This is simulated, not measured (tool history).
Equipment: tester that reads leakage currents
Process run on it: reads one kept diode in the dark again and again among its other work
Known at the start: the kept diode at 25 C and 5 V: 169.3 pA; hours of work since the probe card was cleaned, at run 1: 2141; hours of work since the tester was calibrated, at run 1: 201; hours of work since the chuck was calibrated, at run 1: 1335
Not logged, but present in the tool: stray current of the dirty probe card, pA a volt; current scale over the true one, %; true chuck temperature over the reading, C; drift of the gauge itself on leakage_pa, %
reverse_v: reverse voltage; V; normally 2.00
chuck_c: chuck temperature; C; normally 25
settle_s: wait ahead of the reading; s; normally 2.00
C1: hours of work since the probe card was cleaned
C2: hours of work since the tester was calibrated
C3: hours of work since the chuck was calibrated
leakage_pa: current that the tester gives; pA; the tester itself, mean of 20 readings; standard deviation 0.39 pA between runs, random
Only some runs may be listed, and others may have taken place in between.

Run 1, hour 0.0: usual settings; C1 2141; C2 201; C3 1335. Result: leakage_pa 119.21 pA.
Run 2, hour 29.1: usual settings; C1 2161; C2 222; C3 1356. Result: leakage_pa 119.30 pA.
Run 3, hour 63.0: usual settings; C1 2185; C2 246; C3 1380. Result: leakage_pa 119.11 pA.
Run 4, hour 109.7: usual settings; C1 2219; C2 279; C3 1413. Result: leakage_pa 118.74 pA.
Run 5, hour 134.8: usual settings; C1 2237; C2 297; C3 1431. Result: leakage_pa 118.77 pA.
Run 6, hour 172.1: usual settings but reverse_v 2.20 V; C1 2263; C2 324; C3 1458. Result: leakage_pa 122.37 pA.
Run 7, hour 200.4: usual settings; C1 2283; C2 344; C3 1478. Result: leakage_pa 118.89 pA.
Run 8, hour 246.2: usual settings but chuck_c 33 C; C1 2316; C2 376; C3 1510. Result: leakage_pa 238.87 pA.
Run 9, hour 287.8: usual settings but settle_s 2.65 s; C1 2345; C2 406; C3 1540. Result: leakage_pa 118.16 pA.
Run 10, hour 346.5: usual settings; C1 2387; C2 448; C3 1582. Result: leakage_pa 117.54 pA.
Run 11, hour 388.4: usual settings; C1 2417; C2 478; C3 1611. Result: leakage_pa 116.99 pA.
Run 12, hour 414.5: usual settings; C1 2435; C2 496; C3 1630. Result: leakage_pa 117.57 pA.
At hour 422.1: chuck's temperature calibrated.
Run 13, hour 472.1: usual settings; C1 2475; C2 536; C3 36. Result: leakage_pa 112.32 pA.
Run 14, hour 531.4: usual settings; C1 2517; C2 578; C3 78. Result: leakage_pa 111.69 pA.
Run 15, hour 577.6: usual settings; C1 2550; C2 611; C3 110. Result: leakage_pa 110.88 pA.

What will run 16 give?
At hour 607.8: probe card cleaned and baked.
At hour 613.0: chuck's temperature calibrated, once more.
Run 16, hour 631.8: usual settings but reverse_v 8.24 V, settle_s 0.71 s; C1 16; C2 645; C3 13. Result: leakage_pa ?.

Run 16 yielded leakage_pa 201.31 pA.
Take away the tool's hidden state, keep the run-to-run variation as it was, and the same run would have given leakage_pa 200.69 pA.

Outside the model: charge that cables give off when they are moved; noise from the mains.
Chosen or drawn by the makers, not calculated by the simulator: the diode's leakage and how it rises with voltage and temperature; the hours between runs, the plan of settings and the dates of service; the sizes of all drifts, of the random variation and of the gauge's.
